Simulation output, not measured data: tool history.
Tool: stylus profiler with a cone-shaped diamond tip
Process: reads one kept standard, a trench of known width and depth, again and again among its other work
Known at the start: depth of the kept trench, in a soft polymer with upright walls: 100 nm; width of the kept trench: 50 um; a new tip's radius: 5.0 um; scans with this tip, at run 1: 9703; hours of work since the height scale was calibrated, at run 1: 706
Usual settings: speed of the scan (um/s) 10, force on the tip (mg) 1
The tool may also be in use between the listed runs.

run,hour,speed of the scan (um/s),force on the tip (mg),scans with this tip,hours of work since the height scale was calibrated,depth of the trench (angstrom),width of the trench's floor (um)
1,0,10,1,9703,706,1005,47.99
2,122.6,10,1,10861,790,1005.3,47.97
# hour 208.1: height scale calibrated on a step standard
3,212.7,39,1,11707,3,1005.1,47.65
4,337.8,39,1,12890,89,1005.5,47.63
5,411.9,39,1,13590,140,1005.3,47.65
6,527.2,10,1,14679,219,1005.1,47.92
7,647.6,10,1,15817,302,1005.4,47.96
8,721,10,1,16511,353,1005,47.97
9,842.2,10,1,17656,436,1005.2,47.91
10,972.8,10,1,18889,526,1005.4,47.85
11,1103.3,10,1,20123,615,1005.3,47.92
12,1223.4,10,1,21257,698,1005.2,47.92
13,1348.3,10,0.54,22437,784,1003.6,47.9
# hour 1443.1: height scale calibrated on a step standard
14,1461.1,10,0.54,23498,12,1003.4,47.86
15,1535.8,10,0.54,24204,64,1003.2,47.86
16,1650.6,25,1.9,25289,143,1008.1,47.82
17,1731.1,10,0.58,26050,198,1003.7,47.89
18,1829.2,10,0.6,26976,265,1003.8,47.88
19,1933.3,10,0.6,27960,337,1003.7,47.9
20,2044.1,20,1.28,29007,413,1006.3,47.81
21,2183.5,20,1.28,30324,509,1006.3,47.85
22,2294.5,3,1.14,31372,585,1005.8,47.97
23,2403.2,3,1.14,32400,660,1005.9,47.94
24,2486.3,3,1.14,33185,717,1005.8,47.96
25,2599,13,0.81,34250,795,1004.6,47.85
# hour 2681.2: height scale calibrated on a step standard
# hour 2725.7: new tip fitted, height scale calibrated
26,2747.4,13,0.81,205,15,1004.7,47.91
27,2841.3,13,0.81,1092,79,1004.8,47.89
28,2907.3,38,0.34,1716,125,1002.6,47.44
29,3051.2,2,0.5,3075,224,1003.3,48.04

Forecast each of these 4 alternatives for the next run:
A,3111.2,10,2.79,3642,265,?,?
B,3111.2,2,1.34,3642,265,?,?
C,3111.2,3,1.04,3642,265,?,?
D,3111.2,3,2.33,3642,265,?,?

run,depth of the trench (angstrom),width of the trench's floor (um)
A,1010.5,47.92
B,1006.4,47.99
C,1005.5,47.96
D,1009.3,47.97
Without the tool's hidden state the same runs would have given:
run,depth of the trench (angstrom),width of the trench's floor (um)
A,1010.5,47.93
B,1006.4,48
C,1005.5,47.96
D,1009.3,47.97
